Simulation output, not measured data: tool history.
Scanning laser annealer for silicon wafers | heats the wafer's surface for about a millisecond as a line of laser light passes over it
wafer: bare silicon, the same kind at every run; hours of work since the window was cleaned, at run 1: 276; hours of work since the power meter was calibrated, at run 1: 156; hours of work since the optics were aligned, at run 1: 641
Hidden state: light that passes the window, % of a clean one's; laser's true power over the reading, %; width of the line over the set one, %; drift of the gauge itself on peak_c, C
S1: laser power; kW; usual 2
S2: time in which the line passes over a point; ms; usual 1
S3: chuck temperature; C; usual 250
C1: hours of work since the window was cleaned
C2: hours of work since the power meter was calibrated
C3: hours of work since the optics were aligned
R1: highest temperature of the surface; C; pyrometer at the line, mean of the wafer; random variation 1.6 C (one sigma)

run 1 hour=0 | S1=2 S2=1 S3=250 | C1=276 C2=156 C3=641 | R1=940
run 2 hour=13.1 | S1=2 S2=1 S3=250 | C1=283 C2=163 C3=647 | R1=940
run 3 hour=25.6 | S1=2.003 S2=1 S3=250 | C1=289 C2=169 C3=654 | R1=942
run 4 hour=32.5 | S1=2.003 S2=1 S3=250 | C1=293 C2=172 C3=657 | R1=945
run 5 hour=42.1 | S1=2.003 S2=1 S3=250 | C1=297 C2=177 C3=662 | R1=941
run 6 hour=54 | S1=2.003 S2=1 S3=250 | C1=303 C2=183 C3=668 | R1=944
run 7 hour=67.5 | S1=2.003 S2=1 S3=250 | C1=310 C2=190 C3=675 | R1=941
run 8 hour=82.1 | S1=2.003 S2=1 S3=250 | C1=318 C2=198 C3=682 | R1=941
run 9 hour=96.5 | S1=2.003 S2=1 S3=250 | C1=325 C2=205 C3=690 | R1=940
run 10 hour=111.8 | S1=2.003 S2=1 S3=250 | C1=333 C2=213 C3=697 | R1=941
run 11 hour=122.7 | S1=2.003 S2=1 S3=250 | C1=338 C2=218 C3=703 | R1=942
run 12 hour=131.2 | S1=2.003 S2=1 S3=250 | C1=343 C2=222 C3=707 | R1=942
run 13 hour=140.3 | S1=2.003 S2=1 S3=250 | C1=347 C2=227 C3=712 | R1=942
run 14 hour=152.2 | S1=2 S2=1 S3=212 | C1=353 C2=233 C3=718 | R1=905
run 15 hour=164.6 | S1=2 S2=1 S3=212 | C1=359 C2=239 C3=724 | R1=900
run 16 hour=180.7 | S1=2 S2=1 S3=250 | C1=368 C2=248 C3=732 | R1=939
run 17 hour=190.6 | S1=2 S2=1.23 S3=250 | C1=373 C2=253 C3=737 | R1=1015
run 18 hour=197.4 | S1=2 S2=1 S3=250 | C1=376 C2=256 C3=741 | R1=941
run 19 hour=210.1 | S1=2 S2=1 S3=250 | C1=382 C2=262 C3=747 | R1=940
run 20 hour=219.2 | S1=2 S2=1 S3=250 | C1=387 C2=267 C3=752 | R1=940
-- hour=231.2 optics aligned, line set to its width
run 21 hour=239.9 | S1=2 S2=1 S3=250 | C1=395 C2=275 C3=4 | R1=945
run 22 hour=254.7 | S1=1.949 S2=0.98 S3=282 | C1=403 C2=282 C3=12 | R1=945
run 23 hour=268.7 | S1=1.949 S2=0.98 S3=282 | C1=410 C2=290 C3=19 | R1=944
run 24 hour=277.3 | S1=1.949 S2=1.15 S3=255 | C1=414 C2=294 C3=23 | R1=977
run 25 hour=293.3 | S1=1.949 S2=1.15 S3=255 | C1=422 C2=302 C3=31 | R1=975
run 26 hour=301.5 | S1=1.949 S2=1.15 S3=255 | C1=426 C2=306 C3=36 | R1=975
run 27 hour=314.1 | S1=1.856 S2=0.78 S3=257 | C1=433 C2=312 C3=42 | R1=818
run 28 hour=328.4 | S1=1.999 S2=0.83 S3=244 | C1=440 C2=320 C3=49 | R1=875
run 29 hour=334.9 | S1=1.703 S2=1 S3=238 | C1=443 C2=323 C3=52 | R1=816
run 30 hour=347.6 | S1=1.703 S2=1 S3=238 | C1=450 C2=329 C3=59 | R1=816
run 31 hour=357.4 | S1=1.71 S2=0.74 S3=260 | C1=454 C2=334 C3=64 | R1=757
run 32 hour=369.6 | S1=1.71 S2=0.74 S3=260 | C1=461 C2=341 C3=70 | R1=758
run 33 hour=379.3 | S1=2.054 S2=1 S3=239 | C1=466 C2=345 C3=75 | R1=949
run 34 hour=393 | S1=2 S2=1.21 S3=248 | C1=473 C2=352 C3=82 | R1=1006
run 35 hour=407.9 | S1=2 S2=1.21 S3=248 | C1=480 C2=360 C3=89 | R1=1007
run 36 hour=419.5 | S1=1.982 S2=0.71 S3=225 | C1=486 C2=366 C3=95 | R1=802
run 37 hour=426.1 | S1=1.876 S2=0.95 S3=248 | C1=489 C2=369 C3=99 | R1=876
run 38 hour=435.6 | S1=1.875 S2=0.95 S3=224 | C1=494 C2=374 C3=103 | R1=848
run 39 hour=442.2 | S1=1.735 S2=1.03 S3=250 | C1=497 C2=377 C3=107 | R1=843
run 40 hour=455.8 | S1=1.735 S2=1.03 S3=250 | C1=504 C2=384 C3=114 | R1=843
run 41 hour=465.8 | S1=2.065 S2=0.78 S3=250 | C1=509 C2=389 C3=119 | R1=884

Forecast each of these 3 alternatives for the next run:
run A hour=473.9 | S1=2 S2=0.71 S3=250 | C1=513 C2=393 C3=123 | R1=?
run B hour=473.9 | S1=1.965 S2=1 S3=250 | C1=513 C2=393 C3=123 | R1=?
run C hour=473.9 | S1=2 S2=0.79 S3=261 | C1=513 C2=393 C3=123 | R1=?

run=A R1=832
run=B R1=926
run=C R1=871
Without the tool's hidden state the same runs would have given:
run=A R1=847
run=B R1=944
run=C R1=887
